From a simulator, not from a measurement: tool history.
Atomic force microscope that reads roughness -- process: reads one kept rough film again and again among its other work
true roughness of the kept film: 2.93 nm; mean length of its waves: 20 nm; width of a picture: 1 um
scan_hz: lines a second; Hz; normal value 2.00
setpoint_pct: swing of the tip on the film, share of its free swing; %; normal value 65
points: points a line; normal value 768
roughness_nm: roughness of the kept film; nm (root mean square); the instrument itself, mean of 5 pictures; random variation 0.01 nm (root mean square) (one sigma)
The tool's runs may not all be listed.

run,hour,scan_hz,setpoint_pct,points,roughness_nm
1,0.0,2.00,65,768,2.153
2,46.2,2.00,65,768,2.087
3,107.8,2.00,65,768,2.002
# hour 138.3: new tip fitted
4,171.5,3.76,65,768,2.229
5,251.2,1.09,65,768,2.276
6,297.8,1.09,65,768,2.188
7,374.5,1.09,65,768,2.093
# hour 400.2: new tip fitted
8,415.2,1.09,65,768,2.366
9,457.8,1.09,65,768,2.318
10,492.1,1.09,65,768,2.238
11,526.4,2.72,83,768,1.831
12,582.2,2.72,83,365,1.741
13,624.3,0.53,85,543,2.022
# hour 660.4: new tip fitted
14,664.8,1.03,65,471,2.443
15,740.2,1.03,65,471,2.291
16,793.7,1.03,65,471,2.203
17,870.7,1.03,65,471,2.086

Table of differences, measured result less the result of that run with no hidden state. Run-to-run variation is the same in both. Gauge scatter possibly is not:
The tool's hidden condition here consists of: radius of the tip, nm; height scale over the true one, %; drift of the gauge itself on roughness_nm, %.
run,roughness_nm
1,-0.252
2,-0.316
3,-0.393
4,-0.063
5,-0.204
6,-0.276
7,-0.384
8,-0.071
9,-0.158
10,-0.217
11,-0.227
12,-0.286
13,-0.391
14,-0.031
15,-0.171
16,-0.256
17,-0.364
